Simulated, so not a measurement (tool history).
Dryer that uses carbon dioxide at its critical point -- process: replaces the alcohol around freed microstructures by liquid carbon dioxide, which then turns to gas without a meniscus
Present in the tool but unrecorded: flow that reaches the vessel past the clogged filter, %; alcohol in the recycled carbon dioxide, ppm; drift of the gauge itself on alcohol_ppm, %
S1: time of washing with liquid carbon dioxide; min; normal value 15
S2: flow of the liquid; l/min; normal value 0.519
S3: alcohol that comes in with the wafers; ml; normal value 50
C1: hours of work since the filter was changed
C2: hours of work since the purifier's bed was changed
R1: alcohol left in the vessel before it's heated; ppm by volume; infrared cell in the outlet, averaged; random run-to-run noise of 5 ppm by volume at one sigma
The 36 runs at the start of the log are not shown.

run 37 hour=235.8 | S1=14 S2=0.695 S3=50 | C1=427 C2=208 | R1=50
run 38 hour=245.3 | S1=14 S2=0.695 S3=50 | C1=431 C2=212 | R1=53
run 39 hour=250.8 | S1=21 S2=0.519 S3=50 | C1=433 C2=214 | R1=41
run 40 hour=259.3 | S1=9 S2=0.463 S3=113 | C1=437 C2=218 | R1=3984
run 41 hour=267.2 | S1=9 S2=0.325 S3=97 | C1=440 C2=221 | R1=9830
run 42 hour=274.9 | S1=10 S2=0.389 S3=50 | C1=443 C2=224 | R1=2268
run 43 hour=279.0 | S1=11 S2=0.519 S3=50 | C1=444 C2=226 | R1=528
run 44 hour=286.2 | S1=11 S2=0.519 S3=50 | C1=447 C2=229 | R1=549
run 45 hour=291.6 | S1=11 S2=0.519 S3=50 | C1=450 C2=231 | R1=541
run 46 hour=296.3 | S1=17 S2=0.472 S3=50 | C1=451 C2=233 | R1=121
run 47 hour=300.7 | S1=17 S2=0.472 S3=50 | C1=453 C2=234 | R1=125
run 48 hour=308.4 | S1=15 S2=0.628 S3=118 | C1=456 C2=238 | R1=85

Forecast each of these 3 alternatives for the next run:
run A hour=316.1 | S1=15 S2=0.391 S3=22 | C1=459 C2=241 | R1=?
run B hour=316.1 | S1=15 S2=0.342 S3=89 | C1=459 C2=241 | R1=?
run C hour=316.1 | S1=15 S2=0.396 S3=50 | C1=459 C2=241 | R1=?

run=A R1=258
run=B R1=1623
run=C R1=495
Take away the tool's hidden state, keep each run's random variation, and the runs would have read:
run=A R1=102
run=B R1=759
run=C R1=196
